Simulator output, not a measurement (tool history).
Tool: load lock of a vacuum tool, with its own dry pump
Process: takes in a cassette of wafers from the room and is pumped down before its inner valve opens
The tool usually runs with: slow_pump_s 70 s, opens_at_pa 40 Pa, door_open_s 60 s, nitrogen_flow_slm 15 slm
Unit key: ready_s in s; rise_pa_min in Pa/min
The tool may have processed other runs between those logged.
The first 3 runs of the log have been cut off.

| run | hour | slow_pump_s | opens_at_pa | door_open_s | nitrogen_flow_slm | incoming humidity of the room's air, % | ready_s | rise_pa_min |
|---|---|---|---|---|---|---|---|---|
| 4 | 558.9 | 36 | 40 | 60 | 15 | 47.5 | 103.9 | 0.056 |
| 5 | 717.8 | 36 | 40 | 60 | 15 | 45.3 | 103.1 | 0.056 |
| 6 | 928.7 | 70 | 40 | 60 | 8 | 46.6 | 130.8 | 0.071 |
| 7 | 1298.5 | 70 | 40 | 60 | 15 | 45.4 | 133.1 | 0.067 |
| 8 | 1654.6 | 70 | 40 | 60 | 15 | 44 | 133.6 | 0.064 |
| 9 | 1868.4 | 70 | 40 | 60 | 15 | 44.3 | 133.5 | 0.067 |
| 10 | 2091.8 | 107 | 40 | 60 | 15 | 42.7 | 162 | 0.074 |
| 11 | 2402 | 107 | 40 | 60 | 15 | 47.6 | 163.2 | 0.081 |
| 12 | 2629.1 | 70 | 40 | 60 | 12 | 39.6 | 134 | 0.081 |
| 13 | 2814 | 70 | 40 | 60 | 6 | 44.7 | 133.1 | 0.096 |
| 14 | 3183.9 | 70 | 28 | 60 | 15 | 47.5 | 136.6 | 0.1 |
| 15 | 3429.2 | 70 | 40 | 60 | 15 | 44.1 | 134.1 | 0.098 |
| 16 | 3796.2 | 70 | 40 | 60 | 15 | 48.2 | 134.8 | 0.109 |
| 17 | 4078.8 | 70 | 40 | 60 | 15 | 43.5 | 134.7 | 0.113 |
| 18 | 4279.3 | 70 | 40 | 60 | 15 | 47.4 | 136 | 0.125 |
| 19 | 4631.7 | 70 | 40 | 60 | 15 | 45.4 | 134.3 | 0.13 |
| 20 | 4971.5 | 126 | 30 | 46 | 6 | 47.5 | 185.2 | 0.143 |
| 21 | 5297.2 | 126 | 30 | 46 | 6 | 42.5 | 185.4 | 0.147 |
| 22 | 5536.9 | 94 | 60 | 149 | 15 | 45.4 | 151.1 | 0.163 |
| 23 | 5803.6 | 73 | 80 | 49 | 4 | 47.4 | 129.6 | 0.174 |
| 24 | 6176.1 | 64 | 47 | 60 | 15 | 43.6 | 129.6 | 0.175 |
| 25 | 6456.5 | 64 | 47 | 60 | 15 | 45.3 | 131.4 | 0.179 |
| 26 | 6653.8 | 64 | 43 | 187 | 15 | 45 | 131.2 | 0.209 |
| 27 | 6923.1 | 64 | 43 | 187 | 15 | 46.5 | 130.9 | 0.221 |

Run 28 has not been measured yet. What should we expect?
| 28 | 7169.1 | 51 | 40 | 60 | 7 | 43.3 | ? | ? |

Run 28 yielded ready_s 121.3 s, rise_pa_min 0.217 Pa/min.
Without the tool's hidden state the same run would have given ready_s 110.8 s, rise_pa_min 0.047 Pa/min.
